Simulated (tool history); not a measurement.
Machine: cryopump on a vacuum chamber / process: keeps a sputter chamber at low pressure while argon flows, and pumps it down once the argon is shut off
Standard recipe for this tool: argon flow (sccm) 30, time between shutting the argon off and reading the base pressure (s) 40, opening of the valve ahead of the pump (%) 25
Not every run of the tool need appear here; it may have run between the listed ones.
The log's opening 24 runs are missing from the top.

run	hour	argon flow (sccm)	time between shutting the argon off and reading the base pressure (s)	opening of the valve ahead of the pump (%)	pressure while argon flows (Pa)	pressure after the wait (uPa)
25	479.7	47	257	44	0.129	0.99
26	491.3	29	265	29	0.1156	1.03
27	504.4	14	40	17	0.0924	1.98
28	527.1	28	297	40	0.0833	1.03
29	550.8	12	297	43	0.0331	1.02
30	567.7	30	76	44	0.0827	1.43
31	579.2	30	76	44	0.0817	1.53
32	593	30	76	44	0.0821	1.52
33	619	17	26	25	0.0782	2.62

Branching from run 33: 3 alternative next runs. What would each branch give?
A	639	36	30	19	?	?
B	639	30	134	22	?	?
C	639	28	40	25	?	?

run	pressure while argon flows (Pa)	pressure after the wait (uPa)
A	0.214	2.43
B	0.1558	1.27
C	0.1291	2.04
The same runs, with their run-to-run variation unchanged, on a tool lacking any hidden condition would have given:
run	pressure while argon flows (Pa)	pressure after the wait (uPa)
A	0.2019	1.72
B	0.1458	0.55
C	0.1198	1.33
